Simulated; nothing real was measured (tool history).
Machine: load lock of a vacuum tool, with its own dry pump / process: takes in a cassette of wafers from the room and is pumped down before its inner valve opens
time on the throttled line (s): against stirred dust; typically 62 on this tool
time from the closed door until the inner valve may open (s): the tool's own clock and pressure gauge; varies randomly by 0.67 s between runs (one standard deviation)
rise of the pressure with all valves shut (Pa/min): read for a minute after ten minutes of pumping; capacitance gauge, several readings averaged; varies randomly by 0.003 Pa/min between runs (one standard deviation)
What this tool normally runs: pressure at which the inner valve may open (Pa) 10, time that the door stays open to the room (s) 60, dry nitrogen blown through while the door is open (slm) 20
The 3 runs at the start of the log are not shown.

| run | hour | time on the throttled line (s) | pressure at which the inner valve may open (Pa) | time that the door stays open to the room (s) | dry nitrogen blown through while the door is open (slm) | hours that the pump has run since its overhaul | times that the door has closed on its seal | incoming humidity of the room's air, % | time from the closed door until the inner valve may open (s) | rise of the pressure with all valves shut (Pa/min) |
|---|---|---|---|---|---|---|---|---|---|---|
| 4 | 202.3 | 62 | 10 | 60 | 20 | 4079 | 17126 | 46.2 | 103 | 0.206 |
| 5 | 253 | 62 | 14 | 60 | 20 | 4130 | 17288 | 45.9 | 100.2 | 0.206 |
| 6 | 324.8 | 62 | 14 | 60 | 20 | 4202 | 17518 | 44.9 | 101.5 | 0.212 |
| 7 | 398.1 | 62 | 14 | 60 | 20 | 4275 | 17753 | 42.4 | 101.5 | 0.211 |
| 8 | 454.3 | 62 | 14 | 60 | 20 | 4331 | 17933 | 45.1 | 100.6 | 0.211 |
| 9 | 542.3 | 62 | 14 | 60 | 20 | 4419 | 18215 | 43.4 | 101.2 | 0.218 |
| 10 | 614.3 | 62 | 14 | 60 | 20 | 4491 | 18446 | 45.7 | 101.3 | 0.224 |
| 11 | 713.5 | 62 | 14 | 60 | 20 | 4590 | 18764 | 45.2 | 100.5 | 0.225 |
| 12 | 812.5 | 62 | 10 | 60 | 7 | 4689 | 19081 | 41.5 | 103.8 | 0.25 |
| 13 | 895.7 | 62 | 11 | 60 | 20 | 4772 | 19347 | 45.4 | 102.2 | 0.234 |
| 14 | 980.6 | 62 | 11 | 60 | 20 | 4857 | 19620 | 42.6 | 103.9 | 0.234 |
| 15 | 1035.6 | 62 | 11 | 60 | 20 | 4912 | 19796 | 44.6 | 103 | 0.232 |
| 16 | 1096.1 | 62 | 10 | 60 | 20 | 4973 | 19990 | 44 | 101.7 | 0.253 |
| 17 | 1159.6 | 62 | 10 | 60 | 20 | 5036 | 20193 | 45.4 | 104.1 | 0.243 |
| 18 | 1251.9 | 62 | 10 | 60 | 20 | 5129 | 20489 | 43.4 | 102.6 | 0.256 |
| 19 | 1314 | 62 | 10 | 60 | 20 | 5191 | 20688 | 44.1 | 103.6 | 0.253 |
| 20 | 1382.5 | 62 | 10 | 168 | 20 | 5259 | 20907 | 45.5 | 102.9 | 0.314 |
| 21 | 1480.6 | 66 | 7 | 160 | 8 | 5357 | 21222 | 47.2 | 109.3 | 0.354 |
| 22 | 1527.8 | 66 | 7 | 160 | 8 | 5405 | 21373 | 45.9 | 110.2 | 0.353 |
| 23 | 1604.8 | 66 | 7 | 160 | 8 | 5482 | 21620 | 48.5 | 109 | 0.36 |
| 24 | 1657 | 66 | 7 | 160 | 8 | 5534 | 21787 | 46.4 | 109.3 | 0.353 |
| 25 | 1760 | 105 | 10 | 112 | 30 | 5637 | 22117 | 44.1 | 139.2 | 0.291 |
| 26 | 1814.3 | 105 | 10 | 103 | 8 | 5691 | 22291 | 44 | 138.8 | 0.322 |

Expected results for the next run?
| 27 | 1905.4 | 105 | 10 | 103 | 6 | 5782 | 22583 | 43.4 | ? | ? |

{"run 27": {"time from the closed door until the inner valve may open (s)": 140.1, "rise of the pressure with all valves shut (Pa/min)": 0.336}}
Take away the tool's hidden state, keep the run-to-run variation as it was, and the same run would have given time from the closed door until the inner valve may open (s) 137.7, rise of the pressure with all valves shut (Pa/min) 0.096.
